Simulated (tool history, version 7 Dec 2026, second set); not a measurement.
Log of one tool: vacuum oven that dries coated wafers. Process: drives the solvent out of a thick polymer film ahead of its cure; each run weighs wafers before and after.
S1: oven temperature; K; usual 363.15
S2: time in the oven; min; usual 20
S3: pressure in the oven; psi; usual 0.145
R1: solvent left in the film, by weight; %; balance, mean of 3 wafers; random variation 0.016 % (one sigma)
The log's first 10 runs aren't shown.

Run 11, hour 126.0: usual settings. Result: R1 3.55 %.
Run 12, hour 138.8: usual settings. Result: R1 3.54 %.
Run 13, hour 145.7: usual settings but S1 365.15 K. Result: R1 3.14 %.
Run 14, hour 154.2: usual settings but S1 365.15 K. Result: R1 3.16 %.
Run 15, hour 170.6: usual settings but S1 365.15 K. Result: R1 3.14 %.
Run 16, hour 185.6: usual settings but S1 365.15 K. Result: R1 3.15 %.
Run 17, hour 202.3: usual settings but S1 365.15 K. Result: R1 3.16 %.
Run 18, hour 211.9: usual settings but S1 365.15 K. Result: R1 3.16 %.
Run 19, hour 220.4: usual settings but S1 365.15 K. Result: R1 3.13 %.
Run 20, hour 233.5: usual settings but S2 33 min. Result: R1 1.92 %.
At hour 236.1: vacuum gauge cleaned of residue and calibrated.
Run 21, hour 244.4: usual settings but S2 33 min. Result: R1 1.96 %.
Run 22, hour 260.0: usual settings but S1 371.15 K, S2 33 min. Result: R1 0.95 %.
Run 23, hour 268.7: usual settings but S1 371.15 K, S2 33 min, S3 0.492 psi. Result: R1 2.05 %.
Run 24, hour 283.3: usual settings but S1 371.15 K, S2 33 min, S3 0.492 psi. Result: R1 2.05 %.
At hour 292.8: vacuum gauge cleaned of residue and calibrated, once more.
Run 25, hour 292.8: usual settings but S1 370.15 K, S2 32 min, S3 0.265 psi. Result: R1 1.46 %.
Run 26, hour 302.5: usual settings but S1 352.15 K, S3 0.535 psi. Result: R1 7.60 %.

The next listed run, before its measurement:
Run 27, hour 309.8: usual settings but S1 358.15 K, S2 19 min, S3 0.133 psi. Result: R1 ?.

{"run 27": {"R1": 4.79}}
Without the tool's hidden state the same run would have given R1 4.56 %.
